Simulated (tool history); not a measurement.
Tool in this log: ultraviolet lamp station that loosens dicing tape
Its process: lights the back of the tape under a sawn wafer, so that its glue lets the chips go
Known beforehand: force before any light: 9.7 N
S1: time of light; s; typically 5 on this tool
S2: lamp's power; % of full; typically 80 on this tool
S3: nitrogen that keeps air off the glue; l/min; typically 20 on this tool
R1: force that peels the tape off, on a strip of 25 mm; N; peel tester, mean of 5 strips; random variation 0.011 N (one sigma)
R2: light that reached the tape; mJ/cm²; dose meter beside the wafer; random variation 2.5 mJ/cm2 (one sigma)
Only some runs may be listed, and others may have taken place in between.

run     day  S1  S2  S3     R1   R2
  1   0.000   5  80  20  0.538  277
  2   0.283   5  76  20  0.584  263
  3   0.654   5  76  20  0.576  258
  4   1.112   5  80  20  0.513  271
  5   1.383   3  80  20  1.450  165
  6   1.962   3  80  25  1.276  159
  7   2.296   3  80  25  1.288  165
  8   2.900   3  80  25  1.307  162
  9   3.338   3  80  25  1.285  164
 10   3.921   3  73  25  1.483  150
 11   4.442   3  73  25  1.480  146
 12   4.958   5  80  20  0.588  266
 13   5.396   5  80  20  0.566  262
 14   5.825   5  80  20  0.588  264
 15   6.133   5  69  20  0.775  228
 16   6.596   5  69  20  0.776  229
 17   6.917   5  69  20  0.802  224
 18   7.379   5  69  20  0.781  229
 19   7.762   5  69  20  0.811  224
 20   8.038   3  69  20  2.011  136
 21   8.567   3  69  20  2.065  136
 22   8.983   5  80  20  0.580  259
 23   9.529   5  86  20  0.508  281
 24  10.108   5  76  36  0.438  248
 25  10.704   4  68  20  1.310  176
 26  11.179   8  96  20  0.239  497
 27  11.567   8  96  26  0.227  486
 28  11.888   8  96  26  0.228  490
 29  12.250   8  66  14  0.443  333
 30  12.525   8  66  14  0.457  335
 31  12.771   8  66  30  0.294  333
 32  13.346   4  87  30  0.639  222
 33  13.942   3  98   7  2.195  186
 34  14.333   3  66   6  3.655  122
 35  14.742   5  90  26  0.443  285
 36  15.104   5  90  26  0.426  286
 37  15.500   4  68  36  0.927  171
 38  16.071   4  68  14  1.660  171
 39  16.571   4  74  25  0.991  181
 40  16.896   4  67  27  1.189  165
 41  17.196   4  67  17  1.585  166
 42  17.446   5  89  20  0.541  278
 43  17.858   5  89  20  0.523  274
 44  18.408   3  89   8  2.347  164

Same runs, no hidden state in the tool, same run-to-run variation:
The hidden state here: lamp's light, % of a new lamp's; light that the window lets through, % of a clean one's; drift of the gauge itself on peel_n, %; drift of the gauge itself on dose_mj_cm2, %.
run     R1   R2
  1  0.486  292
  2  0.525  277
  3  0.516  272
  4  0.458  287
  5  1.307  175
  6  1.139  169
  7  1.144  175
  8  1.155  173
  9  1.131  175
 10  1.306  161
 11  1.296  158
 12  0.502  288
 13  0.481  285
 14  0.499  287
 15  0.652  249
 16  0.647  250
 17  0.669  245
 18  0.646  251
 19  0.668  246
 20  1.727  150
 21  1.766  151
 22  0.472  287
 23  0.416  312
 24  0.359  277
 25  1.061  197
 26  0.228  557
 27  0.221  547
 28  0.221  552
 29  0.355  376
 30  0.367  379
 31  0.257  377
 32  0.493  252
 33  1.810  213
 34  3.207  140
 35  0.353  327
 36  0.337  328
 37  0.699  197
 38  1.298  197
 39  0.740  210
 40  0.891  191
 41  1.215  193
 42  0.406  324
 43  0.388  320
 44  1.879  192

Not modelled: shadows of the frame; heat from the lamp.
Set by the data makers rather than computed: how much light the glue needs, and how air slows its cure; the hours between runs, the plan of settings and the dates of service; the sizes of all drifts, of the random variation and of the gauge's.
